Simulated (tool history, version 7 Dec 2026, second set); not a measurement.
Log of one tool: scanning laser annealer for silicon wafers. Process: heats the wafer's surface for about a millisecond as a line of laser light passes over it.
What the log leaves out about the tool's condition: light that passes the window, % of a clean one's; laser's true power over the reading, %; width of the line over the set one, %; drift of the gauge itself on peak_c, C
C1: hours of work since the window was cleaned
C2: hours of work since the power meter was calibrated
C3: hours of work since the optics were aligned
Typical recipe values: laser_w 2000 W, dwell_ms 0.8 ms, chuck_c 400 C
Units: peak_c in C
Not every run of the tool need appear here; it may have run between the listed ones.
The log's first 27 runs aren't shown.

{"run": 28, "hour": 1096.7, "laser_w": 1959, "dwell_ms": 0.651, "chuck_c": 400, "C1": 605, "C2": 1292, "C3": 1184, "peak_c": 1043}
{"hour": 1131.6, "done": "optics aligned, line set to its width"}
{"run": 29, "hour": 1148.0, "laser_w": 1959, "dwell_ms": 0.681, "chuck_c": 400, "C1": 626, "C2": 1314, "C3": 8, "peak_c": 1065}
{"run": 30, "hour": 1172.9, "laser_w": 1959, "dwell_ms": 0.581, "chuck_c": 400, "C1": 638, "C2": 1326, "C3": 19, "peak_c": 1004}
{"run": 31, "hour": 1207.1, "laser_w": 1959, "dwell_ms": 0.581, "chuck_c": 371, "C1": 654, "C2": 1342, "C3": 36, "peak_c": 977}
{"run": 32, "hour": 1239.6, "laser_w": 1959, "dwell_ms": 0.581, "chuck_c": 371, "C1": 670, "C2": 1357, "C3": 51, "peak_c": 976}
{"run": 33, "hour": 1284.8, "laser_w": 1878, "dwell_ms": 0.863, "chuck_c": 436, "C1": 691, "C2": 1379, "C3": 72, "peak_c": 1165}
{"run": 34, "hour": 1344.7, "laser_w": 2000, "dwell_ms": 0.651, "chuck_c": 400, "C1": 719, "C2": 1407, "C3": 101, "peak_c": 1056}
{"run": 35, "hour": 1397.1, "laser_w": 2000, "dwell_ms": 0.651, "chuck_c": 400, "C1": 744, "C2": 1432, "C3": 125, "peak_c": 1057}

Below are 4 alternative next runs, each starting from the tool's condition after run 35. Predict each:
{"run": "A", "hour": 1456.7, "laser_w": 1769, "dwell_ms": 0.906, "chuck_c": 418, "C1": 772, "C2": 1460, "C3": 153, "peak_c": "?"}
{"run": "B", "hour": 1456.7, "laser_w": 2000, "dwell_ms": 0.719, "chuck_c": 400, "C1": 772, "C2": 1460, "C3": 153, "peak_c": "?"}
{"run": "C", "hour": 1456.7, "laser_w": 1728, "dwell_ms": 0.74, "chuck_c": 434, "C1": 772, "C2": 1460, "C3": 153, "peak_c": "?"}
{"run": "D", "hour": 1456.7, "laser_w": 1955, "dwell_ms": 0.997, "chuck_c": 429, "C1": 772, "C2": 1460, "C3": 153, "peak_c": "?"}

run=A peak_c=1111
run=B peak_c=1093
run=C peak_c=1032
run=D peak_c=1251
With the hidden condition removed and each run's random variation left untouched, the same runs would have given:
run=A peak_c=1161
run=B peak_c=1144
run=C peak_c=1075
run=D peak_c=1311
